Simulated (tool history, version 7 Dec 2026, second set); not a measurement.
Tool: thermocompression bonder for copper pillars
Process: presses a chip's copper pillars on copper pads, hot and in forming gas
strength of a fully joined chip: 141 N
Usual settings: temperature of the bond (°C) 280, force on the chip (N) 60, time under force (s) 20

| run | hour | temperature of the bond (°C) | force on the chip (N) | time under force (s) | force that shears a chip off (N) |
|---|---|---|---|---|---|
| 1 | 0.0 | 280 | 60 | 20 | 94.7 |
| 2 | 73.0 | 280 | 60 | 20 | 94.0 |
|  | 84.5 | forming gas filter changed |
|  | 121.4 | heater calibrated with a thermocouple chip |
| 3 | 143.4 | 280 | 80 | 20 | 105.8 |
| 4 | 214.3 | 280 | 80 | 20 | 103.7 |
| 5 | 262.6 | 280 | 60 | 20 | 86.8 |
| 6 | 318.8 | 280 | 60 | 20 | 86.9 |
| 7 | 374.9 | 280 | 60 | 20 | 85.0 |
|  | 380.9 | forming gas filter changed |
| 8 | 439.8 | 280 | 60 | 20 | 92.9 |
| 9 | 498.5 | 280 | 60 | 20 | 90.2 |
| 10 | 541.7 | 280 | 60 | 20 | 89.4 |
| 11 | 592.0 | 280 | 37 | 20 | 62.7 |
| 12 | 642.7 | 280 | 37 | 20 | 61.9 |
|  | 677.7 | forming gas filter changed |
| 13 | 687.9 | 280 | 37 | 20 | 67.2 |
| 14 | 725.0 | 280 | 36 | 32 | 77.0 |
| 15 | 764.1 | 270 | 38 | 47 | 80.8 |
| 16 | 827.8 | 280 | 50 | 20 | 82.1 |
|  | 870.6 | force cell calibrated |
| 17 | 891.6 | 255 | 73 | 23 | 85.1 |
| 18 | 950.3 | 255 | 73 | 23 | 84.1 |
|  | 974.5 | forming gas filter changed |
| 19 | 1028.8 | 280 | 36 | 22 | 72.2 |
|  | 1061.9 | force cell calibrated, once more |
| 20 | 1084.3 | 280 | 56 | 26 | 95.5 |
| 21 | 1170.6 | 265 | 60 | 20 | 78.0 |
| 22 | 1245.9 | 286 | 52 | 20 | 85.1 |
|  | 1271.9 | forming gas filter changed |
| 23 | 1316.6 | 280 | 60 | 17 | 93.4 |
| 24 | 1388.6 | 280 | 60 | 17 | 91.2 |
| 25 | 1427.2 | 280 | 60 | 17 | 91.7 |

Forecast each of these 4 alternatives for the next run:
| A | 1465.6 | 256 | 60 | 21 | ? |
| B | 1465.6 | 272 | 60 | 11 | ? |
| C | 1465.6 | 296 | 40 | 38 | ? |
| D | 1465.6 | 266 | 48 | 11 | ? |

| run | force that shears a chip off (N) |
|---|---|
| A | 74.5 |
| B | 73.1 |
| C | 98.2 |
| D | 56.1 |
Without the tool's hidden state the same runs would have given:
| run | force that shears a chip off (N) |
|---|---|
| A | 68.6 |
| B | 67.8 |
| C | 95.5 |
| D | 50.9 |

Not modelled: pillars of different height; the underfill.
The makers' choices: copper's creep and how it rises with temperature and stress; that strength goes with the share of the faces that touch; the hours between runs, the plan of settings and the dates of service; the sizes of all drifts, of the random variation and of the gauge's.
